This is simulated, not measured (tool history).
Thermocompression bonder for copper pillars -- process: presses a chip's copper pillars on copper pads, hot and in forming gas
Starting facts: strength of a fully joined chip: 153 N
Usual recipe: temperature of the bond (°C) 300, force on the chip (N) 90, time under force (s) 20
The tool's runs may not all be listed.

run	hour	temperature of the bond (°C)	force on the chip (N)	time under force (s)	force that shears a chip off (N)
1	0.0	300	90	20	78.4
2	20.3	300	90	20	79.6
3	39.3	300	90	20	78.2
4	53.8	300	56	20	53.1
5	63.3	300	56	20	53.2
6	84.3	300	90	56	106.5
7	100.1	300	85	20	75.4
8	121.0	300	76	20	69.9
9	130.2	300	76	20	69.1
10	144.4	300	76	20	69.5
11	158.9	300	76	20	69.2
12	169.4	300	76	20	69.2
13	180.4	300	76	20	69.8
14	200.1	300	90	20	79.6
15	220.6	300	90	20	78.6
16	231.7	300	90	20	78.7
17	250.6	300	90	20	77.7
18	267.1	300	90	20	78.4
19	279.5	300	90	20	79.4
20	292.0	300	92	20	79.7
21	302.3	309	68	13	60.3
22	312.4	322	104	13	96.0
23	327.9	278	90	20	59.0
24	342.9	300	87	24	81.3
25	359.1	316	131	24	119.7
26	372.3	316	131	24	121.5
27	382.5	279	90	44	79.1
28	396.1	290	68	16	50.5
29	406.4	294	116	26	96.1
30	419.3	288	90	11	54.7
31	432.9	288	90	11	54.5
32	444.4	272	77	15	42.1
33	456.6	272	77	15	41.7
34	469.6	272	77	15	41.9
35	483.6	272	77	15	41.7
36	503.1	307	77	15	68.7
37	521.9	307	77	15	68.5
38	532.7	272	135	27	83.1
39	544.6	272	135	27	83.3

Below are 4 alternative next runs, each starting from the tool's condition after run 39. Predict each:
A	563.8	300	91	20	?
B	563.8	270	99	17	?
C	563.8	300	73	13	?
D	563.8	300	90	16	?

run	force that shears a chip off (N)
A	79.5
B	53.5
C	56.9
D	73.1
Without the tool's hidden state the same runs would have given:
run	force that shears a chip off (N)
A	74.6
B	49.0
C	52.7
D	68.4

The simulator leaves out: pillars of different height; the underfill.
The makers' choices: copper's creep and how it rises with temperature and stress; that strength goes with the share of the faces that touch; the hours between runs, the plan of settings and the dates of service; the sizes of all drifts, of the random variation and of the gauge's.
